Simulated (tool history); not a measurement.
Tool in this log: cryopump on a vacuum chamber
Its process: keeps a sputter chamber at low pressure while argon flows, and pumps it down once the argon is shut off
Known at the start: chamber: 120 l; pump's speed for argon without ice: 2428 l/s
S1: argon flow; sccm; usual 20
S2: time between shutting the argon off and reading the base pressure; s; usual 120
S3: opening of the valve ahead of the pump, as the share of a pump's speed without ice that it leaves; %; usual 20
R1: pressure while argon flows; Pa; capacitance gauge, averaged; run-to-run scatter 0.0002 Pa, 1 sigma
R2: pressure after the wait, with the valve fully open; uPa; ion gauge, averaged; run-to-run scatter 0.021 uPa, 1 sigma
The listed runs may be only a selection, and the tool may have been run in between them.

run 1 day=0 | S1=20 S2=120 S3=20 | R1=0.0712 R2=1.57
run 2 day=1.221 | S1=20 S2=120 S3=20 | R1=0.071 R2=1.64
run 3 day=2.1 | S1=20 S2=31 S3=20 | R1=0.0711 R2=2.72
run 4 day=3.321 | S1=20 S2=31 S3=58 | R1=0.0252 R2=2.78
run 5 day=5.238 | S1=27 S2=120 S3=20 | R1=0.0966 R2=1.68
run 6 day=6.154 | S1=16 S2=120 S3=20 | R1=0.0571 R2=1.69
run 7 day=7.642 | S1=16 S2=120 S3=20 | R1=0.057 R2=1.69
run 8 day=9.196 | S1=16 S2=120 S3=20 | R1=0.0573 R2=1.8
run 9 day=10.667 | S1=16 S2=120 S3=20 | R1=0.0571 R2=1.79
run 10 day=12.525 | S1=16 S2=120 S3=20 | R1=0.0572 R2=1.82
run 11 day=13.546 | S1=20 S2=120 S3=20 | R1=0.0713 R2=1.84
run 12 day=14.708 | S1=20 S2=120 S3=21 | R1=0.0687 R2=1.82
run 13 day=16.1 | S1=20 S2=120 S3=21 | R1=0.0685 R2=1.94
run 14 day=17.883 | S1=20 S2=120 S3=20 | R1=0.0718 R2=1.97
run 15 day=19.833 | S1=20 S2=120 S3=20 | R1=0.0717 R2=1.97
run 16 day=21.412 | S1=20 S2=120 S3=20 | R1=0.072 R2=2.01
run 17 day=23.45 | S1=20 S2=120 S3=20 | R1=0.0722 R2=2.02
run 18 day=25.175 | S1=20 S2=120 S3=20 | R1=0.0726 R2=2.06
run 19 day=26.204 | S1=10 S2=53 S3=20 | R1=0.0364 R2=2.58
run 20 day=27.375 | S1=39 S2=163 S3=34 | R1=0.0849 R2=2
run 21 day=28.9 | S1=9 S2=163 S3=34 | R1=0.0199 R2=2.05
-- day=29.404 pump warmed up, emptied and cooled again
run 22 day=30.879 | S1=9 S2=163 S3=34 | R1=0.0184 R2=1.77
run 23 day=31.854 | S1=9 S2=163 S3=34 | R1=0.0185 R2=1.78
run 24 day=32.917 | S1=10 S2=112 S3=45 | R1=0.016 R2=1.95
run 25 day=34.404 | S1=24 S2=54 S3=31 | R1=0.0543 R2=2.38
run 26 day=35.308 | S1=12 S2=211 S3=27 | R1=0.0311 R2=1.76
-- day=36.7 leaking fittings of the chamber tightened, without venting
run 27 day=37.383 | S1=20 S2=47 S3=16 | R1=0.0877 R2=1.12
run 28 day=38.362 | S1=16 S2=243 S3=53 | R1=0.0216 R2=0.35
run 29 day=39.767 | S1=8 S2=57 S3=51 | R1=0.0112 R2=0.97
run 30 day=40.758 | S1=9 S2=32 S3=20 | R1=0.0316 R2=1.57
run 31 day=42.512 | S1=20 S2=120 S3=16 | R1=0.0877 R2=0.59
run 32 day=44.092 | S1=11 S2=120 S3=16 | R1=0.0485 R2=0.62
run 33 day=45.442 | S1=11 S2=269 S3=15 | R1=0.0517 R2=0.4
run 34 day=46.746 | S1=12 S2=74 S3=20 | R1=0.043 R2=0.89

A few steps of R1 between consecutive runs. Split each: what settings, incoming material and random variation would produce without the hidden state, and what is left over for the hidden state, along with gauge scatter present in only one of the two compared results (measured, and without hidden state):
Hidden state at play: pump's speed, % of a pump's without ice; cold plate's temperature, K; leak into the chamber, uPa l/s; drift of the gauge itself on working_pa, %; drift of the gauge itself on base_upa, %.
Run 4 -> 5: S1 20 -> 27, S2 31 -> 120, S3 58 -> 20. R1 +0.0714 Pa: hidden state +0.0006, all else +0.0708.
Run 18 -> 19: S1 20 -> 10, S2 120 -> 53. R1 -0.0362 Pa: hidden state -0.0013, all else -0.0349.
Run 19 -> 20: S1 10 -> 39, S2 53 -> 163, S3 20 -> 34. R1 +0.0485 Pa: hidden state +0.004, all else +0.0445.
Run 20 -> 21: S1 39 -> 9. R1 -0.065 Pa: hidden state -0.004, all else -0.061.
Run 27 -> 28: S1 20 -> 16, S2 47 -> 243, S3 16 -> 53. R1 -0.0661 Pa: hidden state -0.0001, all else -0.066.

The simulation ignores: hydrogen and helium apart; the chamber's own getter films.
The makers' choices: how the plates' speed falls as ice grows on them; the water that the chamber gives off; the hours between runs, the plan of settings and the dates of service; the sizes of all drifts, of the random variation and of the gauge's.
